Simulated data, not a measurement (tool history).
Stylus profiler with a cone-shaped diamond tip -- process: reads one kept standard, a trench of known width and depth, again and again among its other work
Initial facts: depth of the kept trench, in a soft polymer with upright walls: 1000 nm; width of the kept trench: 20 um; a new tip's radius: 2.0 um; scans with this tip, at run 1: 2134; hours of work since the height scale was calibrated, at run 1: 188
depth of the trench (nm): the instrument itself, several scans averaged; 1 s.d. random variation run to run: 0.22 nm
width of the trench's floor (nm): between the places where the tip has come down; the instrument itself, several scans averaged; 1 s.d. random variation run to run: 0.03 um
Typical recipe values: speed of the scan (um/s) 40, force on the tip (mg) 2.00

run	hour	speed of the scan (um/s)	force on the tip (mg)	scans with this tip	hours of work since the height scale was calibrated	depth of the trench (nm)	width of the trench's floor (nm)
1	0.0	40	2.00	2134	188	1004.92	15920
2	73.9	71	2.00	2682	237	1004.29	15710
3	117.7	40	1.23	3006	265	1003.18	15750
4	163.0	40	1.23	3343	295	1002.73	15690
5	243.5	40	1.23	3940	348	1002.34	15610
6	301.5	40	1.23	4370	385	1002.33	15610
7	340.8	40	1.23	4661	411	1002.19	15530
8	407.8	40	1.23	5158	455	1002.20	15500
9	462.7	40	0.98	5566	491	1000.87	15350
10	518.2	40	0.98	5977	527	1000.87	15350
11	588.6	40	0.98	6500	573	1000.81	15290
12	650.1	40	2.00	6956	614	1003.24	15310
13	687.0	40	1.40	7230	638	1001.46	15310
14	741.1	40	2.99	7631	673	1004.63	15250
15	791.8	40	2.99	8007	706	1004.44	15210
16	873.8	40	2.00	8615	760	1002.42	15080
17	941.8	40	1.67	9119	804	1001.36	14960
18	981.2	78	1.67	9412	830	1001.21	14820
19	1038.3	78	1.67	9835	868	1000.69	14740
20	1120.4	39	2.00	10444	921	1001.89	14850
21	1157.8	39	2.00	10722	946	1001.16	14930
22	1238.8	40	2.00	11322	999	1000.58	14830
23	1307.4	40	2.00	11831	1044	1000.71	14740
24	1377.1	14	1.24	12348	1089	998.60	14750
25	1437.8	75	2.92	12798	1129	1002.30	14510
26	1511.1	33	1.66	13342	1177	999.82	14590
27	1552.0	33	1.66	13645	1204	998.99	14520
28	1633.4	69	1.66	14249	1257	998.93	14270
29	1688.9	69	1.66	14661	1293	998.73	14310
30	1725.2	69	1.66	14930	1317	998.94	14240
31	1775.2	22	5.13	15301	1350	1005.23	14410
32	1817.2	82	1.75	15612	1377	998.55	14120
33	1876.2	40	0.83	16050	1416	996.74	14160
34	1950.6	40	0.83	16602	1465	995.99	14180
35	1995.4	76	1.77	16934	1494	997.92	14030
36	2063.5	14	2.00	17439	1538	998.38	14240
37	2112.8	10	4.19	17805	1571	1002.72	14220
38	2192.4	15	0.77	18395	1623	994.92	14120
39	2250.7	15	2.00	18828	1661	997.62	14060
40	2289.1	33	1.33	19113	1686	995.91	13960
# hour 2307.8: height scale calibrated on a step standard
41	2324.0	33	1.33	19368	11	1004.76	13960
42	2396.4	51	1.89	19904	58	1005.84	13850
# hour 2404.8: new tip fitted, height scale calibrated
43	2436.5	51	1.89	235	21	1006.22	16350
44	2485.4	51	1.89	598	53	1005.77	16320
45	2556.4	13	4.75	1125	99	1010.72	16410

Results per run with the tool's hidden condition removed, run-to-run variation unchanged:
Hidden conditions of the tool in this case: radius of the tip, um; height scale over the true one, %; drift of the gauge itself on depth_nm, %; drift of the gauge itself on floor_um, %.
run	depth of the trench (nm)	width of the trench's floor (nm)
1	1006.43	16370
2	1006.04	16230
3	1005.07	16310
4	1004.77	16290
5	1004.61	16290
6	1004.78	16350
7	1004.77	16310
8	1005.00	16350
9	1003.84	16260
10	1004.01	16310
11	1004.14	16320
12	1006.78	16400
13	1005.11	16420
14	1008.46	16420
15	1008.42	16420
16	1006.65	16370
17	1005.82	16300
18	1005.80	16200
19	1005.46	16170
20	1006.93	16350
21	1006.29	16450
22	1005.99	16420
23	1006.33	16390
24	1004.43	16460
25	1008.35	16270
26	1006.08	16410
27	1005.37	16360
28	1005.58	16190
29	1005.55	16270
30	1005.88	16230
31	1012.38	16440
32	1005.79	16170
33	1004.15	16260
34	1003.64	16330
35	1005.73	16210
36	1006.41	16480
37	1010.94	16490
38	1003.34	16440
39	1006.25	16430
40	1004.64	16350
41	1004.87	16370
42	1006.22	16320
43	1006.18	16320
44	1005.89	16360
45	1011.05	16530

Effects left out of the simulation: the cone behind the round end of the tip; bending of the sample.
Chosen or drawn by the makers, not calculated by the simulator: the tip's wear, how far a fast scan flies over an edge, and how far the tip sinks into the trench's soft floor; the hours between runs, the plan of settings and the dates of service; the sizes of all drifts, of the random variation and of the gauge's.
